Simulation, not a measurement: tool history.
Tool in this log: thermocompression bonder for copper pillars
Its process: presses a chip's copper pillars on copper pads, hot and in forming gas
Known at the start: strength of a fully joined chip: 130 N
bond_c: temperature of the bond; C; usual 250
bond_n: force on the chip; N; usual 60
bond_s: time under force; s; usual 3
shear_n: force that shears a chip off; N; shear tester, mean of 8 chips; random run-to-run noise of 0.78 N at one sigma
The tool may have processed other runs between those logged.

run,hour,bond_c,bond_n,bond_s,shear_n
1,0.0,250,60,3,59.1
2,50.1,250,60,3,59.8
3,87.8,250,60,3,59.6
4,153.3,276,60,3,81.9
5,202.2,276,60,3,80.7
6,256.1,276,60,3,83.6
7,305.5,238,60,3,51.6
8,364.3,250,60,3,60.0
9,431.2,250,60,6,75.4
10,488.6,250,60,6,75.4
11,540.0,250,60,6,76.7
12,605.2,250,60,6,75.2
13,660.7,250,59,3,59.8
14,692.8,250,39,3,44.3
15,739.6,250,39,3,43.5
16,792.5,250,39,3,45.1
17,847.1,272,39,3,60.2
18,900.2,233,61,2,40.2
19,941.0,262,84,9,110.4
20,999.0,244,74,2,55.0
21,1067.7,244,74,2,54.5
22,1112.4,247,87,7,93.2
23,1178.4,246,39,3,41.8
24,1211.2,270,58,4,80.7
25,1282.4,270,58,4,82.7
26,1343.3,250,82,6,89.3
27,1387.3,250,82,6,89.1
28,1451.9,246,62,5,71.0
29,1483.7,246,62,5,69.3
30,1552.4,246,62,5,69.1
31,1582.0,246,62,5,71.3
32,1613.3,238,50,3,45.7
33,1667.1,258,55,3,63.4

Taken out of this log: 8 entries between the listed runs. Where each belongs, and how the hidden state differs across it:
Runs 1 to 2: forming gas filter changed (hour 23.5)
  oxide that the forming gas leaves, % of the face: 1.32 -> 0.6
Runs 2 to 3: heater calibrated with a thermocouple chip (hour 75.6)
  true temperature of the bond over the reading, C: -0.3 -> 0; oxide that the forming gas leaves, % of the face: 0.6 -> 0.72
Runs 6 to 7: forming gas filter changed (hour 267.8)
  oxide that the forming gas leaves, % of the face: 1.33 -> 0.64
Runs 10 to 11: forming gas filter changed (hour 510.4)
  oxide that the forming gas leaves, % of the face: 1.31 -> 0.63
Runs 15 to 16: forming gas filter changed (hour 752.2)
  oxide that the forming gas leaves, % of the face: 1.36 -> 0.64
Runs 19 to 20: forming gas filter changed (hour 996.8)
  oxide that the forming gas leaves, % of the face: 1.17 -> 0.51
Runs 24 to 25: forming gas filter changed (hour 1238.9)
  oxide that the forming gas leaves, % of the face: 1.29 -> 0.68
Runs 28 to 29: forming gas filter changed (hour 1482.8)
  oxide that the forming gas leaves, % of the face: 1.27 -> 0.5
